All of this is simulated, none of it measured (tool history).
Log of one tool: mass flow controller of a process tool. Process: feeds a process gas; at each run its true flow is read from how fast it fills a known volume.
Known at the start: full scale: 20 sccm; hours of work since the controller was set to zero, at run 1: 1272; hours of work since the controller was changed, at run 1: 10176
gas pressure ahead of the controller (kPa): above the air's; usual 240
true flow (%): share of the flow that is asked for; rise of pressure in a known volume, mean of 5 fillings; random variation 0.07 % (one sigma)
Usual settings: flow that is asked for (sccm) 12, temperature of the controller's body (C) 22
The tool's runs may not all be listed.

run	hour	flow that is asked for (sccm)	gas pressure ahead of the controller (kPa)	temperature of the controller's body (C)	hours of work since the controller was set to zero	hours of work since the controller was changed	true flow (%)
1	0.0	12	240	22	1272	10176	98.74
2	317.1	12	240	22	1460	10365	98.60
3	555.3	12	240	22	1602	10506	98.54
4	925.7	12	182	22	1822	10727	98.91
5	1313.2	12	240	22	2053	10957	98.50
6	1778.4	12	240	22	2329	11234	98.54
7	2312.6	12	240	22	2647	11551	98.46
# hour 2393.9: controller exchanged for a calibrated one
8	2629.5	12	172	22	140	140	98.78
9	2969.0	4	240	22	342	342	97.30
10	3315.8	4	240	22	548	548	97.21
11	3552.0	4	240	24	689	689	97.08
12	3886.7	4	240	24	888	888	96.94
13	4424.8	12	240	22	1207	1207	98.34
14	4804.8	12	240	22	1433	1433	98.41
15	5160.8	12	240	22	1645	1645	98.34
16	5704.9	12	240	22	1969	1969	98.17
17	6083.8	12	240	22	2194	2194	98.25
18	6598.7	12	240	22	2500	2500	98.10
19	6840.7	12	240	22	2644	2644	98.17
20	7398.1	12	163	22	2975	2975	98.50
21	7747.3	12	163	37	3183	3183	97.55
22	8042.9	12	163	37	3359	3359	97.57
23	8268.9	12	163	26	3493	3493	98.14
24	8794.8	12	163	26	3806	3806	98.24
25	9131.5	12	257	22	4006	4006	97.82
26	9511.2	8	257	30	4232	4232	96.77
27	10012.5	8	257	30	4530	4530	96.71
28	10335.0	11	221	21	4721	4721	97.69
29	10832.4	11	221	21	5017	5017	97.80
30	11275.2	12	240	35	5280	5280	97.13
31	11649.9	3	240	23	5503	5503	96.39
32	12171.8	3	240	25	5813	5813	96.17
33	12443.6	6	144	26	5975	5975	97.03
34	12851.7	9	229	26	6218	6218	96.98
35	13256.7	11	169	22	6458	6458	97.79

The next listed run, before its measurement:
36	13579.2	4	187	34	6650	6650	?

true flow (%): 96.02
Without the tool's hidden state the same run would have given true flow (%) 97.00.

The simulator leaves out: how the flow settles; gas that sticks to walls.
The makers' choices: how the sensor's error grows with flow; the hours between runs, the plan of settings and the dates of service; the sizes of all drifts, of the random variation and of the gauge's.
